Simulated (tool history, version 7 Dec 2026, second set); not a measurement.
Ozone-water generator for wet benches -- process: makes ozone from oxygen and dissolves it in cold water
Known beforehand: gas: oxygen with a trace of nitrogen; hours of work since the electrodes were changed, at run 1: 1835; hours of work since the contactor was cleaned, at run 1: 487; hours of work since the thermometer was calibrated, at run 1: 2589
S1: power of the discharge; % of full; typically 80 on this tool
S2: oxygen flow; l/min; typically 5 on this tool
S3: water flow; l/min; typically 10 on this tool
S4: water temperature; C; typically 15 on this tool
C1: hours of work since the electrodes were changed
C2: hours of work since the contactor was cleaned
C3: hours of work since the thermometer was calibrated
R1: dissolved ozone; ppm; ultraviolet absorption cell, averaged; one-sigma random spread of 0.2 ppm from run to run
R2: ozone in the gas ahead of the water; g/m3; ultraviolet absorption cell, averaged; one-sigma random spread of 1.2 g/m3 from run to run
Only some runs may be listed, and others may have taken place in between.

run,day,S1,S2,S3,S4,C1,C2,C3,R1,R2
1,0,80,5,10,15,1835,487,2589,29.4,228.4
2,0.833,80,5,10,15,1855,507,2609,29.4,228.8
3,1.746,47,5,10,15,1877,529,2631,18.8,144.1
4,3.142,80,5,10,15,1911,562,2664,29.5,225.6
5,3.95,80,5,10,15,1930,582,2683,29.3,227.4
6,5.367,80,5,9,15,1964,616,2717,32.1,224.7
7,6.7,80,5,9,15,1996,648,2749,31.9,224.4
8,8.608,80,5,9,15,2041,693,2795,31.8,222.6
9,9.571,80,5,9,15,2064,716,2818,31.8,221.8
10,10.446,80,5,11,15,2085,737,2839,27.2,224.3
11,11.7,80,5,10,15,2115,767,2869,29.6,224.6
12,12.7,80,5,10,15,2139,791,2893,29.3,224.5
13,13.888,67,5,10,15,2167,819,2921,25.3,192.2
14,15.533,67,5,10,15,2207,859,2960,25.6,191.8
15,16.675,57,5,10,15,2234,886,2988,22,164.6
16,17.588,57,5,10,15,2256,908,3009,22,166.9
# day 17.921: gauge calibrated
17,19.371,57,5,10,15,2299,950,3052,22,167.8
18,21.133,57,5,10,15,2341,993,3094,22.1,167.3
19,22.088,57,5,10,15,2364,1015,3117,22.2,168.5
20,23.412,57,5,10,15,2395,1047,3149,22.1,168.1
21,25.092,80,3.58,15,10,2435,1087,3189,21.6,270.6
22,26.917,80,3.58,15,10,2479,1131,3233,21.7,270.7
23,27.821,44,5.84,10,15,2501,1153,3254,17.1,124
24,29.158,44,5.84,10,15,2533,1185,3286,17,121.6
25,30.912,80,6.53,10,19,2574,1226,3328,26,195.3
26,31.908,55,3.38,12,16,2598,1250,3352,18,198.9
27,33.3,41,5,10,17,2632,1284,3385,15.8,124.8
# day 33.608: gauge calibrated
28,35.188,56,4.61,10,14,2677,1329,3430,22.4,173
29,36.6,84,5.32,14,12,2711,1363,3464,23.8,229.3
30,37.654,72,2.83,13,9,2736,1388,3489,22.9,277.5

Predict the results of run 31:
# day 37.879: water thermometer calibrated
31,38.658,72,2.83,13,9,2759,1411,19,?,?

{"run 31": {"R1": 22.9, "R2": 279.9}}
With no hidden state in the tool, this same run would have given R1 22.9 ppm, R2 282.2 g/m3.
